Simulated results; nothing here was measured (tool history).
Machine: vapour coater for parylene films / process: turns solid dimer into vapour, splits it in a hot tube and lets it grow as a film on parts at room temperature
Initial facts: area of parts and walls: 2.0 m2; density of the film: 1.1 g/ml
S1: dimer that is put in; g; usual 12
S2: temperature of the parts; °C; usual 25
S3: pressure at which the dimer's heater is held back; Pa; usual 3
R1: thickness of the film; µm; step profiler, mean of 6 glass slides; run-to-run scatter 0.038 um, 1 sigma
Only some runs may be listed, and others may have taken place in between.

run,hour,S1,S2,S3,R1
1,0,12,25,3,3.81
2,14.4,12,25,3,3.74
3,26.1,12,25,3,3.8
4,46.8,12,25,3,3.82
5,58.5,12,25,3,3.83
6,80,12,29,3,3.51
7,101.6,12,25,3,3.75
8,121.2,12,25,3,3.82
9,131.5,17,25,3,5.24
10,141.9,12,25,3,3.77
11,163.7,12,25,3,3.74
12,174.3,12,36,3,3.11
# hour 191.3: trap's valve overhauled
13,193.2,12,36,3,2.89
14,209,12,36,3,2.92
15,219.5,12,29,3,3.39
16,237.3,12,29,3,3.29
17,252.6,12,25,5.52,3.09
18,274.1,12,25,5.52,3.07
19,284.9,12,25,5.52,3.07
20,306,12,25,5.52,3.07
# hour 325.7: trap's valve overhauled, once more
21,329.7,12,25,5.52,3.48
22,344.1,12,25,5.52,3.48
23,357.4,12,25,5.52,3.5
24,366.9,12,24,5.52,3.59
25,379.6,10,25,5.7,2.89
26,401.8,10,25,5.7,2.89
27,422.2,10,25,5.7,2.87
28,436,10,25,5.7,2.85
29,452.3,13,25,3,4.21
30,462.4,8,34,3.2,2.21
31,484.3,11,24,5.35,3.27
32,500.4,8,29,5.35,2.16
33,509.5,8,29,5.35,2.13
34,518.6,6,20,2.49,2.2
35,538.4,8,25,3,2.55
36,549.3,18,28,6.95,4.64
37,558.9,18,28,2.56,5.7
38,572.9,18,26,2.56,5.92
39,585.2,18,26,3.58,5.45
40,605.1,18,26,3.58,5.53
41,626.9,18,26,3.58,5.49
42,644.1,11,29,3.58,3.15
43,656.4,9,32,8.04,2.08
44,675.8,9,32,8.04,2.05
45,689.8,8,18,11.56,2.16
46,699,12,30,10.88,2.61
47,709.4,6,25,8.88,1.5

Branching from run 47: 3 alternative next runs. What would each branch give?
A,718.5,16,21,3,?
B,718.5,8,23,7.07,?
C,718.5,7,30,6.61,?

run,R1
A,5.39
B,2.15
C,1.71
Without the tool's hidden state the same runs would have given:
run,R1
A,5.67
B,2.26
C,1.8
